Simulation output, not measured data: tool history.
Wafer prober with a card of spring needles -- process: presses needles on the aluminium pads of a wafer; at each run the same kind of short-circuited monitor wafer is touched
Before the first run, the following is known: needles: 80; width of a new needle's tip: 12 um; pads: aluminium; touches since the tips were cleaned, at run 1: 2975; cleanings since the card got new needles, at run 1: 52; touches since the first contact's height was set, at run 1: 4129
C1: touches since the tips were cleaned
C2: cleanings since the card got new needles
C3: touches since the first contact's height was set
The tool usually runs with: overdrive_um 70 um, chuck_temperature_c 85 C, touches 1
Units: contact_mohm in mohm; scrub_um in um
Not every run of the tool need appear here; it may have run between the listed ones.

{"run": 1, "hour": 0.0, "overdrive_um": 70, "chuck_temperature_c": 85, "touches": 1, "C1": 2975, "C2": 52, "C3": 4129, "contact_mohm": 269, "scrub_um": 12.19}
{"hour": 5.1, "done": "tips cleaned on abrasive film"}
{"hour": 19.8, "done": "tips cleaned on abrasive film"}
{"run": 2, "hour": 24.4, "overdrive_um": 70, "chuck_temperature_c": 27, "touches": 1, "C1": 1595, "C2": 54, "C3": 12450, "contact_mohm": 245, "scrub_um": 12.22}
{"hour": 33.9, "done": "tips cleaned on abrasive film"}
{"run": 3, "hour": 44.2, "overdrive_um": 70, "chuck_temperature_c": 27, "touches": 1, "C1": 3547, "C2": 55, "C3": 19231, "contact_mohm": 259, "scrub_um": 12.18}
{"hour": 47.7, "done": "tips cleaned on abrasive film"}
{"hour": 63.1, "done": "tips cleaned on abrasive film"}
{"run": 4, "hour": 72.4, "overdrive_um": 70, "chuck_temperature_c": 27, "touches": 1, "C1": 3188, "C2": 57, "C3": 28834, "contact_mohm": 260, "scrub_um": 12.16}
{"hour": 77.6, "done": "tips cleaned on abrasive film"}
{"run": 5, "hour": 88.8, "overdrive_um": 70, "chuck_temperature_c": 115, "touches": 1, "C1": 3874, "C2": 58, "C3": 34455, "contact_mohm": 280, "scrub_um": 12.14}
{"hour": 91.2, "done": "tips cleaned on abrasive film"}
{"hour": 105.8, "done": "tips cleaned on abrasive film"}
{"run": 6, "hour": 113.8, "overdrive_um": 70, "chuck_temperature_c": 85, "touches": 1, "C1": 2750, "C2": 60, "C3": 42964, "contact_mohm": 267, "scrub_um": 12.15}
{"hour": 120.5, "done": "tips cleaned on abrasive film"}
{"hour": 134.6, "done": "tips cleaned on abrasive film"}
{"run": 7, "hour": 143.1, "overdrive_um": 70, "chuck_temperature_c": 85, "touches": 1, "C1": 2947, "C2": 62, "C3": 52984, "contact_mohm": 269, "scrub_um": 12.15}
{"hour": 149.5, "done": "tips cleaned on abrasive film"}
{"hour": 163.7, "done": "tips cleaned on abrasive film"}
{"run": 8, "hour": 172.3, "overdrive_um": 70, "chuck_temperature_c": 85, "touches": 2, "C1": 2988, "C2": 64, "C3": 62959, "contact_mohm": 259, "scrub_um": 12.06}
{"hour": 177.5, "done": "tips cleaned on abrasive film"}
{"hour": 192.1, "done": "tips cleaned on abrasive film"}
{"run": 9, "hour": 202.5, "overdrive_um": 70, "chuck_temperature_c": 85, "touches": 2, "C1": 3553, "C2": 66, "C3": 73245, "contact_mohm": 264, "scrub_um": 12.0}
{"hour": 206.3, "done": "tips cleaned on abrasive film"}
{"run": 10, "hour": 219.2, "overdrive_um": 70, "chuck_temperature_c": 85, "touches": 2, "C1": 4417, "C2": 67, "C3": 78961, "contact_mohm": 269, "scrub_um": 11.93}
{"hour": 221.2, "done": "tips cleaned on abrasive film"}
{"run": 11, "hour": 233.8, "overdrive_um": 70, "chuck_temperature_c": 85, "touches": 1, "C1": 4343, "C2": 68, "C3": 83954, "contact_mohm": 279, "scrub_um": 11.92}
{"hour": 235.3, "done": "tips cleaned on abrasive film"}
{"hour": 249.3, "done": "tips cleaned on abrasive film"}
{"run": 12, "hour": 254.7, "overdrive_um": 70, "chuck_temperature_c": 85, "touches": 2, "C1": 1885, "C2": 70, "C3": 91076, "contact_mohm": 261, "scrub_um": 11.93}
{"hour": 263.6, "done": "tips cleaned on abrasive film"}
{"run": 13, "hour": 271.1, "overdrive_um": 70, "chuck_temperature_c": 42, "touches": 1, "C1": 2574, "C2": 71, "C3": 96658, "contact_mohm": 257, "scrub_um": 11.86}
{"hour": 277.8, "done": "tips cleaned on abrasive film"}
{"run": 14, "hour": 290.1, "overdrive_um": 70, "chuck_temperature_c": 42, "touches": 1, "C1": 4248, "C2": 72, "C3": 103178, "contact_mohm": 270, "scrub_um": 11.9}
{"hour": 292.7, "done": "tips cleaned on abrasive film"}
{"hour": 308.0, "done": "tips cleaned on abrasive film"}
{"run": 15, "hour": 308.6, "overdrive_um": 70, "chuck_temperature_c": 85, "touches": 1, "C1": 180, "C2": 74, "C3": 109438, "contact_mohm": 253, "scrub_um": 11.73}
{"hour": 322.0, "done": "tips cleaned on abrasive film"}
{"hour": 336.9, "done": "tips cleaned on abrasive film"}
{"run": 16, "hour": 336.9, "overdrive_um": 70, "chuck_temperature_c": 85, "touches": 1, "C1": 0, "C2": 76, "C3": 119106, "contact_mohm": 248, "scrub_um": 11.82}
{"hour": 351.5, "done": "tips cleaned on abrasive film"}
{"run": 17, "hour": 359.2, "overdrive_um": 70, "chuck_temperature_c": 85, "touches": 1, "C1": 2616, "C2": 77, "C3": 126728, "contact_mohm": 273, "scrub_um": 11.79}
{"hour": 366.0, "done": "tips cleaned on abrasive film"}
{"run": 18, "hour": 376.0, "overdrive_um": 70, "chuck_temperature_c": 85, "touches": 1, "C1": 3428, "C2": 78, "C3": 132481, "contact_mohm": 270, "scrub_um": 11.8}
{"hour": 380.5, "done": "tips cleaned on abrasive film"}
{"run": 19, "hour": 391.3, "overdrive_um": 70, "chuck_temperature_c": 85, "touches": 1, "C1": 3719, "C2": 79, "C3": 137709, "contact_mohm": 278, "scrub_um": 11.78}

Estimate the outcome of run 20 from the log above:
{"hour": 394.3, "done": "tips cleaned on abrasive film"}
{"hour": 396.8, "done": "height of the first contact set anew"}
{"hour": 408.8, "done": "tips cleaned on abrasive film"}
{"run": 20, "hour": 419.2, "overdrive_um": 70, "chuck_temperature_c": 85, "touches": 1, "C1": 3567, "C2": 81, "C3": 7656, "contact_mohm": "?", "scrub_um": "?"}

contact_mohm: 275 mohm
scrub_um: 12.24 um
With the hidden condition absent and the run-to-run variation left alone, this run would have shown contact_mohm 245 mohm, scrub_um 12.25 um.

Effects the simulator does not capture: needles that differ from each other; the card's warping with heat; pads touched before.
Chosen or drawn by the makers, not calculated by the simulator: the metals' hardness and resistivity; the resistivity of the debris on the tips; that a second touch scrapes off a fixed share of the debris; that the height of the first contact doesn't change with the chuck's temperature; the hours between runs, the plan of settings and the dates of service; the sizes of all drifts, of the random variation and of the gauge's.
